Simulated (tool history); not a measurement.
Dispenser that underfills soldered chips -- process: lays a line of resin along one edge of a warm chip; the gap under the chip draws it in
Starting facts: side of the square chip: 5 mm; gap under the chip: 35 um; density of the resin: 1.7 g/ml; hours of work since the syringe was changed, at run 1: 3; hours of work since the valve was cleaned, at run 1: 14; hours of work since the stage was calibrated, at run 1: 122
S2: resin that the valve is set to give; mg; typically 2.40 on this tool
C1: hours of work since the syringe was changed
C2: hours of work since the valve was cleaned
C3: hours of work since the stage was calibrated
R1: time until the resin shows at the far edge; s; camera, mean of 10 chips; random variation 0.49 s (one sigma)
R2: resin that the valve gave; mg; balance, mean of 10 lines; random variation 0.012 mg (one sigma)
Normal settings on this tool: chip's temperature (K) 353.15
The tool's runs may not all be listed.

run 1 hour=0.0 | chip's_temperature_(K)=353.15 S2=2.40 | C1=3 C2=14 C3=122 | R1=44.9 R2=2.37
run 2 hour=5.1 | chip's_temperature_(K)=353.15 S2=2.40 | C1=6 C2=18 C3=126 | R1=59.1 R2=2.37
-- hour=5.8 new syringe of resin
run 3 hour=9.0 | chip's_temperature_(K)=353.15 S2=2.21 | C1=2 C2=21 C3=129 | R1=46.3 R2=2.18
run 4 hour=11.4 | chip's_temperature_(K)=340.15 S2=2.40 | C1=4 C2=23 C3=131 | R1=86.4 R2=2.36
-- hour=15.1 new syringe of resin
run 5 hour=16.4 | chip's_temperature_(K)=353.15 S2=2.77 | C1=1 C2=26 C3=134 | R1=40.7 R2=2.68
run 6 hour=20.6 | chip's_temperature_(K)=353.15 S2=2.77 | C1=4 C2=30 C3=138 | R1=49.4 R2=2.71
-- hour=24.3 new syringe of resin
run 7 hour=25.2 | chip's_temperature_(K)=346.15 S2=2.40 | C1=1 C2=33 C3=141 | R1=53.4 R2=2.33
run 8 hour=30.0 | chip's_temperature_(K)=353.15 S2=2.40 | C1=4 C2=37 C3=145 | R1=51.1 R2=2.34
-- hour=33.4 new syringe of resin
run 9 hour=34.7 | chip's_temperature_(K)=353.15 S2=2.58 | C1=1 C2=40 C3=148 | R1=40.3 R2=2.48
run 10 hour=38.1 | chip's_temperature_(K)=353.15 S2=2.75 | C1=4 C2=43 C3=151 | R1=47.2 R2=2.65
run 11 hour=40.2 | chip's_temperature_(K)=353.15 S2=2.40 | C1=5 C2=44 C3=152 | R1=54.2 R2=2.33
-- hour=42.7 new syringe of resin
run 12 hour=45.4 | chip's_temperature_(K)=353.15 S2=2.40 | C1=2 C2=48 C3=156 | R1=44.3 R2=2.29
run 13 hour=50.2 | chip's_temperature_(K)=353.15 S2=2.40 | C1=6 C2=52 C3=160 | R1=56.4 R2=2.31
-- hour=52.0 new syringe of resin
run 14 hour=54.2 | chip's_temperature_(K)=353.15 S2=2.40 | C1=2 C2=54 C3=162 | R1=42.5 R2=2.30
run 15 hour=58.4 | chip's_temperature_(K)=345.15 S2=2.03 | C1=5 C2=58 C3=166 | R1=75.4 R2=1.93
-- hour=61.3 new syringe of resin
run 16 hour=62.8 | chip's_temperature_(K)=345.15 S2=2.53 | C1=1 C2=61 C3=169 | R1=56.4 R2=2.41
run 17 hour=67.1 | chip's_temperature_(K)=356.15 S2=2.69 | C1=4 C2=64 C3=172 | R1=44.3 R2=2.54
run 18 hour=69.8 | chip's_temperature_(K)=356.15 S2=2.69 | C1=7 C2=66 C3=174 | R1=52.8 R2=2.55
-- hour=70.4 new syringe of resin
run 19 hour=74.1 | chip's_temperature_(K)=356.15 S2=2.69 | C1=3 C2=69 C3=177 | R1=39.8 R2=2.54
run 20 hour=78.7 | chip's_temperature_(K)=352.15 S2=2.41 | C1=6 C2=73 C3=181 | R1=60.2 R2=2.28
-- hour=79.6 new syringe of resin
run 21 hour=82.3 | chip's_temperature_(K)=352.15 S2=2.41 | C1=2 C2=75 C3=183 | R1=45.8 R2=2.28
run 22 hour=86.5 | chip's_temperature_(K)=352.15 S2=2.41 | C1=5 C2=78 C3=186 | R1=55.9 R2=2.25
-- hour=88.8 new syringe of resin
run 23 hour=89.7 | chip's_temperature_(K)=358.15 S2=2.07 | C1=1 C2=81 C3=189 | R1=34.2 R2=1.95
run 24 hour=92.2 | chip's_temperature_(K)=350.15 S2=2.41 | C1=3 C2=83 C3=191 | R1=50.9 R2=2.24
run 25 hour=97.0 | chip's_temperature_(K)=347.15 S2=2.31 | C1=6 C2=86 C3=194 | R1=73.9 R2=2.17
-- hour=98.0 new syringe of resin
run 26 hour=100.1 | chip's_temperature_(K)=366.15 S2=2.31 | C1=2 C2=88 C3=196 | R1=25.9 R2=2.14
run 27 hour=103.7 | chip's_temperature_(K)=366.15 S2=2.31 | C1=4 C2=91 C3=199 | R1=30.5 R2=2.15

4 options for the next run, each taken on its own from the tool as it stands now. Forecast them:
-- hour=107.2 new syringe of resin
run A hour=108.7 | chip's_temperature_(K)=365.15 S2=2.33 | C1=1 C2=95 C3=203 | R1=? R2=?
-- hour=107.2 new syringe of resin
run B hour=108.7 | chip's_temperature_(K)=363.15 S2=2.95 | C1=1 C2=95 C3=203 | R1=? R2=?
-- hour=107.2 new syringe of resin
run C hour=108.7 | chip's_temperature_(K)=358.15 S2=2.06 | C1=1 C2=95 C3=203 | R1=? R2=?
-- hour=107.2 new syringe of resin
run D hour=108.7 | chip's_temperature_(K)=345.15 S2=2.14 | C1=1 C2=95 C3=203 | R1=? R2=?

run=A R1=25.4 R2=2.15
run=B R1=27.1 R2=2.74
run=C R1=34.5 R2=1.92
run=D R1=58.5 R2=1.99
Without the tool's hidden state the same runs would have given:
run=A R1=24.0 R2=2.32
run=B R1=25.8 R2=2.96
run=C R1=32.3 R2=2.07
run=D R1=55.1 R2=2.14
